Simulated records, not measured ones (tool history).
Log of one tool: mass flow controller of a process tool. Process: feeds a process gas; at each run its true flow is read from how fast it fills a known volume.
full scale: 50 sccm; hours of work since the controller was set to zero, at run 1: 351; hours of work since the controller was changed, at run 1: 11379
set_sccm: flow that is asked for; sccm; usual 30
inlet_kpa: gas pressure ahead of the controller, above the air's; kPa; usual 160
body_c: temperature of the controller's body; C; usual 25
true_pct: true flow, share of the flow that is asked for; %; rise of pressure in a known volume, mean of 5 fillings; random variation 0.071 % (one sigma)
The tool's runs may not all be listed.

run,hour,set_sccm,inlet_kpa,body_c,hours of work since the controller was set to zero,hours of work since the controller was changed,true_pct
1,0,30,160,25,351,11379,97.44
2,257.3,30,160,29,549,11577,97.19
3,613.4,30,160,25,823,11851,97.42
# hour 858.9: controller exchanged for a calibrated one
4,1184.9,30,160,25,251,251,100.38
5,1718.6,30,160,25,662,662,100.24
6,2157,30,160,25,999,999,100.22
7,2556.8,9,156,25,1307,1307,100.97
8,2986.7,9,156,25,1638,1638,101.32
9,3357.8,9,198,27,1923,1923,100.99
10,3876.8,9,250,20,2322,2322,101.19
11,4323.6,9,250,20,2666,2666,101.46

Forecast each of these 5 alternatives for the next run:
A,4822.7,8,160,23,3050,3050,?
B,4822.7,9,174,20,3050,3050,?
C,4822.7,9,250,31,3050,3050,?
D,4822.7,9,250,22,3050,3050,?
E,4822.7,6,277,25,3050,3050,?

run,true_pct
A,102.5
B,102.38
C,101.04
D,101.61
E,102.47
Without the tool's hidden state the same runs would have given:
run,true_pct
A,100.13
B,100.33
C,99
D,99.57
E,99.12
